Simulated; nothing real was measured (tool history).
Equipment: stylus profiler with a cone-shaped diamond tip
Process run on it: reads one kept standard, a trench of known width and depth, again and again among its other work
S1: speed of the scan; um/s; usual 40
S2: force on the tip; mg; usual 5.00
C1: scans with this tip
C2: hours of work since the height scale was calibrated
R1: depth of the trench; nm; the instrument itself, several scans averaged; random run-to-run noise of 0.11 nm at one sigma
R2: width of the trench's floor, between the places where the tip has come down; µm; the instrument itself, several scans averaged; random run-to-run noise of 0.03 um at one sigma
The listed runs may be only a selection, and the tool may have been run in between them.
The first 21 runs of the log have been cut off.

run,hour,S1,S2,C1,C2,R1,R2
22,389.8,40,1.89,4954,53,202.45,97.71
23,412.4,108,3.47,5084,64,204.00,97.42
# hour 424.6: height scale calibrated on a step standard, once more
24,436.0,108,3.47,5216,5,204.11,97.43
25,447.8,108,3.47,5284,11,204.22,97.36
26,470.6,108,3.47,5414,22,204.13,97.38
27,494.9,63,5.28,5553,34,205.37,97.68
28,515.4,34,2.77,5670,44,203.83,97.82
29,526.0,94,2.77,5731,49,203.50,97.42
30,550.3,117,2.00,5870,60,202.83,97.13
31,573.2,17,4.44,6001,71,204.66,97.87

Each row is a separate what-if for the run after 31, all from the same tool condition, not one after another. Results?
A,588.1,72,4.78,6086,79,?,?
B,588.1,39,5.48,6086,79,?,?
C,588.1,14,1.81,6086,79,?,?
D,588.1,57,5.29,6086,79,?,?

run,R1,R2
A,204.86,97.57
B,205.66,97.83
C,202.58,97.82
D,205.45,97.68
With no hidden state in the tool, these same runs would have given:
run,R1,R2
A,204.83,97.89
B,205.62,98.14
C,202.55,98.14
D,205.42,98.00
